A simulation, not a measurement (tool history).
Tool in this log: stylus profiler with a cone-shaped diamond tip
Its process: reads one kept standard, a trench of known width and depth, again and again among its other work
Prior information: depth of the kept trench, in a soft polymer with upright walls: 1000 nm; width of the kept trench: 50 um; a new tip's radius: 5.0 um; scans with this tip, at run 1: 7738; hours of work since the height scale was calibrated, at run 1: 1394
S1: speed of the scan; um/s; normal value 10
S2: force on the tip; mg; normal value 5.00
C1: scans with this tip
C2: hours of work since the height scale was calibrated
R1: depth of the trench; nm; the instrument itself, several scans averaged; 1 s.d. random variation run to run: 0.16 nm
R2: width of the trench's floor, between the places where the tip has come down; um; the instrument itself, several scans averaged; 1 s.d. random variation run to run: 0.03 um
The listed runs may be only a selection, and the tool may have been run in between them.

run,hour,S1,S2,C1,C2,R1,R2
1,0.0,10,5.00,7738,1394,1025.53,40.97
2,32.1,10,5.00,7871,1418,1025.82,40.87
3,77.6,10,5.00,8059,1452,1025.73,40.89
4,123.8,10,5.00,8249,1486,1026.24,40.81
5,179.5,20,5.00,8479,1528,1025.84,40.72
6,223.2,8,5.00,8659,1560,1026.48,40.72
7,277.0,21,5.00,8881,1600,1025.90,40.63
# hour 298.4: height scale calibrated on a step standard
8,305.0,21,6.92,8995,5,1032.62,40.58
9,359.9,21,6.92,9222,46,1032.86,40.45
# hour 384.4: height scale calibrated on a step standard, once more
10,413.0,21,6.92,9438,21,1028.87,40.49
11,452.6,21,6.92,9602,51,1029.03,40.44
12,493.2,33,5.00,9769,81,1023.37,40.28
13,541.3,4,5.00,9968,117,1023.33,40.31
14,571.4,4,5.00,10092,139,1023.36,40.31
15,595.1,4,5.00,10190,157,1023.58,40.26
16,639.9,4,5.00,10375,190,1023.78,40.19
17,691.1,10,10.17,10586,228,1037.77,40.10
18,738.4,10,10.17,10781,263,1038.05,40.05
19,785.0,10,10.17,10974,298,1038.02,39.99
20,831.1,10,10.17,11164,332,1037.91,39.97
21,877.0,10,6.24,11353,366,1027.84,39.83
22,931.8,10,6.24,11579,407,1027.89,39.84
23,954.9,10,8.60,11675,424,1034.39,39.80
24,1006.5,10,8.60,11888,463,1034.36,39.78
25,1058.0,24,10.58,12100,501,1039.27,39.64
26,1093.7,24,10.58,12248,527,1039.17,39.62
27,1123.7,26,11.45,12371,550,1041.24,39.64
28,1171.0,19,1.68,12566,585,1012.30,39.45
29,1216.7,34,5.69,12755,619,1026.42,39.37
30,1255.1,24,3.98,12914,647,1021.42,39.37
31,1289.0,15,4.03,13054,673,1021.68,39.38
32,1335.7,15,4.03,13246,707,1021.78,39.31

Expected results for the next run?
33,1364.2,18,4.03,13364,729,?,?

Run 33 produced R1 1021.62 nm, R2 39.23 um.
Were there no unlogged condition in the tool, this run, its random variation unchanged, would have produced R1 1019.98 nm, R2 43.87 um.

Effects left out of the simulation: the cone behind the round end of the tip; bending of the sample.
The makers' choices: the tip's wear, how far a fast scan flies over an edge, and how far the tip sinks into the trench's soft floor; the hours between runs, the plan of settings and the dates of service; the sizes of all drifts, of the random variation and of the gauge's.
